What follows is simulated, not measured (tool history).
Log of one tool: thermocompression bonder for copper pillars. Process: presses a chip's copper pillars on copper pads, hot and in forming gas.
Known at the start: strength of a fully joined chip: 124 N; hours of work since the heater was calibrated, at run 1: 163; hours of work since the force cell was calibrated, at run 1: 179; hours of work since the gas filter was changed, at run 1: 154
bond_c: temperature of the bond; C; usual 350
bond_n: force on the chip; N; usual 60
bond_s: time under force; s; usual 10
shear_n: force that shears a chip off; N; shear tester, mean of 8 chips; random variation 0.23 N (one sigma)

| run | hour | bond_c | bond_n | bond_s | hours of work since the heater was calibrated | hours of work since the force cell was calibrated | hours of work since the gas filter was changed | shear_n |
|---|---|---|---|---|---|---|---|---|
| 1 | 0 | 350 | 60 | 10 | 163 | 179 | 154 | 60.6 |
| 2 | 8.1 | 350 | 60 | 10 | 169 | 184 | 160 | 60.4 |
| 3 | 14.1 | 350 | 60 | 10 | 173 | 188 | 164 | 60.6 |
| 4 | 20 | 350 | 60 | 10 | 177 | 192 | 168 | 60.6 |
| 5 | 31.8 | 350 | 60 | 10 | 185 | 201 | 176 | 60.4 |
| 6 | 43.2 | 350 | 60 | 10 | 193 | 208 | 184 | 60.7 |
| 7 | 50.7 | 350 | 60 | 10 | 198 | 214 | 189 | 60.6 |
| 8 | 57.4 | 350 | 60 | 10 | 203 | 218 | 194 | 60.5 |
| 9 | 66.2 | 350 | 60 | 10 | 209 | 224 | 200 | 60.1 |
| 10 | 74.6 | 350 | 45 | 10 | 215 | 230 | 206 | 48.8 |
| 11 | 81.2 | 350 | 60 | 10 | 219 | 235 | 210 | 60.2 |
| 12 | 92.8 | 371 | 77 | 22 | 227 | 243 | 218 | 96.6 |
|  | 95.4 | heater calibrated with a thermocouple chip |
| 13 | 101.5 | 345 | 60 | 12 | 4 | 247 | 223 | 63.1 |
| 14 | 113.4 | 345 | 60 | 12 | 12 | 256 | 231 | 62.9 |
| 15 | 123.3 | 324 | 45 | 10 | 19 | 262 | 238 | 40.6 |
|  | 131.4 | heater calibrated with a thermocouple chip, once more |
| 16 | 137.7 | 350 | 83 | 29 | 4 | 271 | 247 | 97.1 |
| 17 | 148.2 | 329 | 60 | 20 | 12 | 278 | 254 | 65.6 |
| 18 | 155.9 | 373 | 49 | 10 | 17 | 284 | 259 | 59.1 |
| 19 | 165.9 | 373 | 49 | 10 | 24 | 290 | 266 | 59.5 |
| 20 | 171.3 | 327 | 80 | 9 | 28 | 294 | 270 | 60.1 |
| 21 | 180.3 | 339 | 56 | 8 | 34 | 300 | 276 | 48 |

Hidden state at the last listed run before each entry between runs and at the first one after, where it differs:
Between runs 12 and 13: heater calibrated with a thermocouple chip (hour 95.4)
  true temperature of the bond over the reading, C: 2.6 -> 4.1; oxide that the forming gas leaves, % of the face: 2.45 -> 2.49
  measured less the result without the state, shear_n: -1.8 -> -0.5 N
Between runs 15 and 16: heater calibrated with a thermocouple chip, once more (hour 131.4)
  true temperature of the bond over the reading, C: 4.3 -> 0.9; oxide that the forming gas leaves, % of the face: 2.63 -> 2.7
  measured less the result without the state, shear_n: -0.1 -> -2.7 N

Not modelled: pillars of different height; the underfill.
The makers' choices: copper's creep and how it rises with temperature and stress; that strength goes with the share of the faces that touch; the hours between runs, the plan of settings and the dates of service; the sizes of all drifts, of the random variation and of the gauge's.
